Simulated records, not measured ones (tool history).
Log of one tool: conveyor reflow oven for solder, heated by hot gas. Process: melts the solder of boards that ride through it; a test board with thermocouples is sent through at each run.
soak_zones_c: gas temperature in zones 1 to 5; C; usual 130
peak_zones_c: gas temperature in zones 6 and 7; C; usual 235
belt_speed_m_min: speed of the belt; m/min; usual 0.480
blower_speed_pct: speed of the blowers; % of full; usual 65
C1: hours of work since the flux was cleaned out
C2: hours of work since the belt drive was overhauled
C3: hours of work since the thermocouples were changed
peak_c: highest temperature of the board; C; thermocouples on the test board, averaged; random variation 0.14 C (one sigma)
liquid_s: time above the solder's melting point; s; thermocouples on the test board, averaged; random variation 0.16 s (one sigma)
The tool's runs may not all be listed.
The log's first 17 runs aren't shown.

{"run": 18, "hour": 253.9, "soak_zones_c": 127, "peak_zones_c": 233, "belt_speed_m_min": 0.522, "blower_speed_pct": 53, "C1": 181, "C2": 21, "C3": 547, "peak_c": 203.6, "liquid_s": 34.8}
{"hour": 260.8, "done": "belt drive overhauled, speed set with a stopwatch, once more"}
{"run": 19, "hour": 274.6, "soak_zones_c": 135, "peak_zones_c": 236, "belt_speed_m_min": 0.571, "blower_speed_pct": 67, "C1": 192, "C2": 9, "C3": 558, "peak_c": 209.4, "liquid_s": 39.0}
{"run": 20, "hour": 284.6, "soak_zones_c": 130, "peak_zones_c": 235, "belt_speed_m_min": 0.507, "blower_speed_pct": 65, "C1": 199, "C2": 16, "C3": 565, "peak_c": 211.1, "liquid_s": 44.8}
{"run": 21, "hour": 302.9, "soak_zones_c": 121, "peak_zones_c": 243, "belt_speed_m_min": 0.528, "blower_speed_pct": 62, "C1": 211, "C2": 28, "C3": 577, "peak_c": 212.8, "liquid_s": 41.3}
{"run": 22, "hour": 319.3, "soak_zones_c": 130, "peak_zones_c": 246, "belt_speed_m_min": 0.405, "blower_speed_pct": 58, "C1": 222, "C2": 39, "C3": 588, "peak_c": 226.6, "liquid_s": 71.3}
{"run": 23, "hour": 338.5, "soak_zones_c": 130, "peak_zones_c": 246, "belt_speed_m_min": 0.502, "blower_speed_pct": 58, "C1": 234, "C2": 51, "C3": 600, "peak_c": 217.5, "liquid_s": 50.5}
{"run": 24, "hour": 356.5, "soak_zones_c": 130, "peak_zones_c": 246, "belt_speed_m_min": 0.502, "blower_speed_pct": 58, "C1": 246, "C2": 63, "C3": 612, "peak_c": 217.5, "liquid_s": 50.4}
{"run": 25, "hour": 370.8, "soak_zones_c": 145, "peak_zones_c": 246, "belt_speed_m_min": 0.502, "blower_speed_pct": 56, "C1": 256, "C2": 72, "C3": 622, "peak_c": 220.7, "liquid_s": 57.6}
{"run": 26, "hour": 383.1, "soak_zones_c": 130, "peak_zones_c": 235, "belt_speed_m_min": 0.48, "blower_speed_pct": 85, "C1": 264, "C2": 81, "C3": 630, "peak_c": 219.0, "liquid_s": 55.4}
{"run": 27, "hour": 400.5, "soak_zones_c": 130, "peak_zones_c": 235, "belt_speed_m_min": 0.48, "blower_speed_pct": 85, "C1": 275, "C2": 92, "C3": 641, "peak_c": 219.0, "liquid_s": 55.1}
{"run": 28, "hour": 421.1, "soak_zones_c": 130, "peak_zones_c": 235, "belt_speed_m_min": 0.48, "blower_speed_pct": 85, "C1": 289, "C2": 106, "C3": 655, "peak_c": 218.5, "liquid_s": 55.2}
{"run": 29, "hour": 441.4, "soak_zones_c": 133, "peak_zones_c": 236, "belt_speed_m_min": 0.48, "blower_speed_pct": 52, "C1": 302, "C2": 119, "C3": 668, "peak_c": 209.1, "liquid_s": 45.4}

The next listed run, before its measurement:
{"run": 30, "hour": 454.4, "soak_zones_c": 133, "peak_zones_c": 236, "belt_speed_m_min": 0.48, "blower_speed_pct": 52, "C1": 311, "C2": 127, "C3": 677, "peak_c": "?", "liquid_s": "?"}

{"run 30": {"peak_c": 208.8, "liquid_s": 45.5}}
Without the tool's hidden state the same run would have given peak_c 211.0 C, liquid_s 47.8 s.
